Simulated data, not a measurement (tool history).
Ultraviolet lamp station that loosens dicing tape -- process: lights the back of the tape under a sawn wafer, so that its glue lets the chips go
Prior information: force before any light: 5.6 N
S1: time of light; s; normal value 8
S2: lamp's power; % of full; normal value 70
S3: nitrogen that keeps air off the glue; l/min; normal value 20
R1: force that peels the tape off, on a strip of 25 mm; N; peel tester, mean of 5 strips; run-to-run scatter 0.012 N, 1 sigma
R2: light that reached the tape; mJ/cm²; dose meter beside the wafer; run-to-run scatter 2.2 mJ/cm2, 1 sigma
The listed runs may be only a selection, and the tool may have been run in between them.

| run | day | S1 | S2 | S3 | R1 | R2 |
|---|---|---|---|---|---|---|
| 1 | 0 | 8 | 70 | 20 | 0.631 | 163 |
| 2 | 1.654 | 8 | 70 | 20 | 0.647 | 161 |
| 3 | 3.179 | 8 | 70 | 20 | 0.676 | 159 |
| 4 | 4.6 | 8 | 70 | 20 | 0.652 | 159 |
| 5 | 5.45 | 8 | 70 | 20 | 0.667 | 156 |
| 6 | 7.338 | 8 | 70 | 20 | 0.691 | 156 |
| 7 | 8.158 | 8 | 95 | 20 | 0.368 | 212 |
| 8 | 9.758 | 8 | 70 | 20 | 0.691 | 156 |
| 9 | 11.538 | 16 | 70 | 20 | 0.157 | 310 |
| 10 | 12.608 | 16 | 70 | 20 | 0.175 | 307 |
| 11 | 13.546 | 16 | 70 | 20 | 0.175 | 305 |
| 12 | 14.375 | 8 | 70 | 20 | 0.706 | 151 |
| 13 | 15.896 | 14 | 77 | 20 | 0.192 | 290 |
| 14 | 17.088 | 14 | 77 | 20 | 0.199 | 289 |
| 15 | 19.038 | 8 | 70 | 37 | 0.543 | 143 |
| 16 | 20.238 | 8 | 88 | 26 | 0.421 | 181 |
| 17 | 21.421 | 8 | 88 | 26 | 0.422 | 181 |
| 18 | 23.071 | 8 | 88 | 26 | 0.454 | 181 |
| 19 | 24.825 | 8 | 88 | 26 | 0.448 | 179 |
| 20 | 26.558 | 5 | 64 | 20 | 1.833 | 79 |
| 21 | 27.612 | 5 | 64 | 12 | 2.119 | 82 |
| 22 | 28.967 | 13 | 64 | 16 | 0.47 | 206 |
| 23 | 30.1 | 13 | 64 | 16 | 0.443 | 196 |

5 ways to go on from here, each from the tool as it stands after run 23. What would each give?
| A | 31.858 | 8 | 67 | 10 | ? | ? |
| B | 31.858 | 7 | 64 | 16 | ? | ? |
| C | 31.858 | 5 | 81 | 35 | ? | ? |
| D | 31.858 | 8 | 70 | 13 | ? | ? |
| E | 31.858 | 8 | 70 | 13 | ? | ? |

| run | R1 | R2 |
|---|---|---|
| A | 1.327 | 129 |
| B | 1.381 | 109 |
| C | 1.156 | 100 |
| D | 1.11 | 134 |
| E | 1.122 | 137 |
Stripped of hidden state, with their random variation kept, the same runs would have yielded:
| run | R1 | R2 |
|---|---|---|
| A | 0.863 | 171 |
| B | 0.905 | 143 |
| C | 0.725 | 132 |
| D | 0.689 | 178 |
| E | 0.698 | 181 |

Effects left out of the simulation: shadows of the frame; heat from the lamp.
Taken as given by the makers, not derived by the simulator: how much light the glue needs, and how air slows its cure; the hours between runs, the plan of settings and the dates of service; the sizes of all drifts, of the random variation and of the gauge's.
